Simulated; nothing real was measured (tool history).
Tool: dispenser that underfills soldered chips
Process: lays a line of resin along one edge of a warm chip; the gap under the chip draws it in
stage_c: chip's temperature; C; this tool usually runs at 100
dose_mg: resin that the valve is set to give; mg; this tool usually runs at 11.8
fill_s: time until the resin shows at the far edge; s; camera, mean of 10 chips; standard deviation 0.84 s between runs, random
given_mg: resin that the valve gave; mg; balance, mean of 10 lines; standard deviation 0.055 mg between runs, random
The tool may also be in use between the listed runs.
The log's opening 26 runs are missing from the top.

run,hour,stage_c,dose_mg,hours of work since the syringe was changed,hours of work since the valve was cleaned,hours of work since the stage was calibrated,fill_s,given_mg
# hour 93.1: new syringe of resin
27,93.9,96,12.8,1,48,78,94.8,12.31
28,96.5,115,14.0,2,49,80,52.4,13.54
29,99.8,115,14.0,4,52,82,58.4,13.52
# hour 101.4: new syringe of resin
30,104.4,93,14.9,2,54,85,115.2,14.36
31,106.7,105,13.1,4,56,86,80.4,12.63
# hour 109.5: new syringe of resin
32,111.6,105,13.1,1,59,89,70.7,12.55
33,115.0,105,13.1,4,61,92,80.0,12.48
# hour 117.4: new syringe of resin
34,117.5,105,14.0,0,63,93,67.3,13.40
35,121.3,92,11.2,3,65,96,126.0,10.70
36,124.8,92,14.2,5,68,98,134.0,13.46

4 ways to go on from here, each from the tool as it stands after run 36. What would each give?
# hour 125.5: new syringe of resin
A,127.4,92,13.3,1,69,99,?,?
# hour 125.5: new syringe of resin
B,127.4,102,14.3,1,69,99,?,?
# hour 125.5: new syringe of resin
C,127.4,108,11.2,1,69,99,?,?
# hour 125.5: new syringe of resin
D,127.4,91,15.0,1,69,99,?,?

run,fill_s,given_mg
A,114.8,12.65
B,80.4,13.63
C,65.4,10.65
D,117.6,14.18
With no hidden state in the tool, these same runs would have given:
run,fill_s,given_mg
A,103.9,13.31
B,73.0,14.35
C,59.0,11.21
D,106.7,14.93
